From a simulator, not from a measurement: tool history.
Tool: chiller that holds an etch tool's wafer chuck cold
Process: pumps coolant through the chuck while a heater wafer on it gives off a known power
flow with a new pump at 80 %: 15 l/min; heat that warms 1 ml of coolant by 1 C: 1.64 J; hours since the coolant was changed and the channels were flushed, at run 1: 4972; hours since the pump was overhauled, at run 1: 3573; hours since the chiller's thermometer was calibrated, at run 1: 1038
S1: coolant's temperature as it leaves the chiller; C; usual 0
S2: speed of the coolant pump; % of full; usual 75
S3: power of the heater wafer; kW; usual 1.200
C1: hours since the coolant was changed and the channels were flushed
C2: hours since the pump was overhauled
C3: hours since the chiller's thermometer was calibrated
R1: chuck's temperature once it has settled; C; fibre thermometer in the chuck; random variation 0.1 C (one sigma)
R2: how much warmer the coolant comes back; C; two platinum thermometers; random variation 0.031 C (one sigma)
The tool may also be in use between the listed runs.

run 1 hour=0.0 | S1=0 S2=75 S3=1.200 | C1=4972 C2=3573 C3=1038 | R1=8.7 R2=3.25
run 2 hour=56.7 | S1=6 S2=75 S3=1.200 | C1=5029 C2=3630 C3=1095 | R1=14.7 R2=3.27
run 3 hour=171.6 | S1=0 S2=75 S3=1.200 | C1=5144 C2=3745 C3=1210 | R1=8.8 R2=3.30
run 4 hour=258.1 | S1=0 S2=75 S3=1.200 | C1=5230 C2=3831 C3=1296 | R1=8.9 R2=3.24
run 5 hour=312.1 | S1=0 S2=75 S3=1.200 | C1=5284 C2=3885 C3=1350 | R1=8.8 R2=3.27
run 6 hour=442.4 | S1=0 S2=75 S3=1.200 | C1=5415 C2=4015 C3=1480 | R1=8.9 R2=3.29
run 7 hour=560.7 | S1=0 S2=75 S3=1.200 | C1=5533 C2=4134 C3=1599 | R1=8.9 R2=3.26
run 8 hour=690.2 | S1=0 S2=75 S3=1.200 | C1=5663 C2=4263 C3=1728 | R1=8.9 R2=3.28
run 9 hour=785.7 | S1=0 S2=75 S3=1.200 | C1=5758 C2=4359 C3=1824 | R1=8.9 R2=3.30
run 10 hour=880.9 | S1=0 S2=75 S3=1.200 | C1=5853 C2=4454 C3=1919 | R1=9.0 R2=3.26
run 11 hour=936.1 | S1=0 S2=75 S3=1.200 | C1=5908 C2=4509 C3=1974 | R1=8.9 R2=3.33
run 12 hour=1035.7 | S1=0 S2=75 S3=0.923 | C1=6008 C2=4609 C3=2074 | R1=7.1 R2=2.46
run 13 hour=1097.2 | S1=0 S2=75 S3=1.200 | C1=6070 C2=4670 C3=2135 | R1=9.1 R2=3.33
run 14 hour=1161.6 | S1=-4 S2=75 S3=1.200 | C1=6134 C2=4734 C3=2200 | R1=5.0 R2=3.32
run 15 hour=1246.8 | S1=-4 S2=75 S3=1.200 | C1=6219 C2=4820 C3=2285 | R1=5.2 R2=3.33
run 16 hour=1329.0 | S1=-4 S2=75 S3=1.200 | C1=6301 C2=4902 C3=2367 | R1=5.2 R2=3.33
run 17 hour=1458.0 | S1=-4 S2=75 S3=1.200 | C1=6430 C2=5031 C3=2496 | R1=5.2 R2=3.30
-- hour=1499.0 coolant changed, channels flushed
run 18 hour=1519.6 | S1=-4 S2=75 S3=1.200 | C1=21 C2=5086 C3=2552 | R1=4.5 R2=3.33
run 19 hour=1640.2 | S1=0 S2=91 S3=0.714 | C1=141 C2=5207 C3=2672 | R1=4.6 R2=1.62
run 20 hour=1725.6 | S1=5 S2=68 S3=1.577 | C1=227 C2=5293 C3=2758 | R1=17.1 R2=4.84
run 21 hour=1848.6 | S1=5 S2=68 S3=1.577 | C1=350 C2=5415 C3=2881 | R1=17.3 R2=4.85
run 22 hour=1939.2 | S1=5 S2=62 S3=1.200 | C1=440 C2=5506 C3=2971 | R1=15.3 R2=4.07
run 23 hour=2066.8 | S1=5 S2=62 S3=1.597 | C1=568 C2=5634 C3=3099 | R1=18.6 R2=5.31
run 24 hour=2161.9 | S1=1 S2=78 S3=0.664 | C1=663 C2=5729 C3=3194 | R1=5.8 R2=1.79
run 25 hour=2266.1 | S1=-3 S2=88 S3=0.965 | C1=767 C2=5833 C3=3298 | R1=3.1 R2=2.31
run 26 hour=2340.9 | S1=0 S2=75 S3=0.754 | C1=842 C2=5908 C3=3373 | R1=5.5 R2=2.13
-- hour=2383.4 chiller's thermometer calibrated
run 27 hour=2463.3 | S1=0 S2=75 S3=0.754 | C1=963 C2=6029 C3=80 | R1=5.4 R2=2.17
run 28 hour=2534.1 | S1=0 S2=70 S3=1.445 | C1=1034 C2=6100 C3=151 | R1=10.8 R2=4.34
run 29 hour=2636.3 | S1=-3 S2=74 S3=0.906 | C1=1136 C2=6202 C3=253 | R1=3.5 R2=2.61
run 30 hour=2756.9 | S1=-9 S2=66 S3=0.793 | C1=1257 C2=6323 C3=373 | R1=-2.6 R2=2.51
run 31 hour=2827.8 | S1=-9 S2=66 S3=0.793 | C1=1328 C2=6394 C3=444 | R1=-2.5 R2=2.55

The same runs without the tool's hidden state, with the same run-to-run variation:
The hidden state here: heat passed by the chuck's channels, % of clean ones'; flow at a given pump speed, % of a new pump's; coolant's true temperature over the reading, C; drift of the gauge itself on chuck_c, C; drift of the gauge itself on warmer_back_c, C.
run=1 R1=7.7 R2=3.10
run=2 R1=13.7 R2=3.11
run=3 R1=7.8 R2=3.14
run=4 R1=7.8 R2=3.08
run=5 R1=7.7 R2=3.10
run=6 R1=7.8 R2=3.13
run=7 R1=7.8 R2=3.09
run=8 R1=7.7 R2=3.10
run=9 R1=7.7 R2=3.12
run=10 R1=7.8 R2=3.08
run=11 R1=7.7 R2=3.15
run=12 R1=6.1 R2=2.31
run=13 R1=7.7 R2=3.14
run=14 R1=3.6 R2=3.13
run=15 R1=3.8 R2=3.14
run=16 R1=3.8 R2=3.13
run=17 R1=3.8 R2=3.10
run=18 R1=3.8 R2=3.12
run=19 R1=4.1 R2=1.51
run=20 R1=16.1 R2=4.52
run=21 R1=16.2 R2=4.52
run=22 R1=14.3 R2=3.79
run=23 R1=17.4 R2=4.94
run=24 R1=5.2 R2=1.67
run=25 R1=2.4 R2=2.15
run=26 R1=4.8 R2=1.98
run=27 R1=5.0 R2=2.01
run=28 R1=9.9 R2=4.02
run=29 R1=3.0 R2=2.41
run=30 R1=-3.2 R2=2.31
run=31 R1=-3.1 R2=2.36
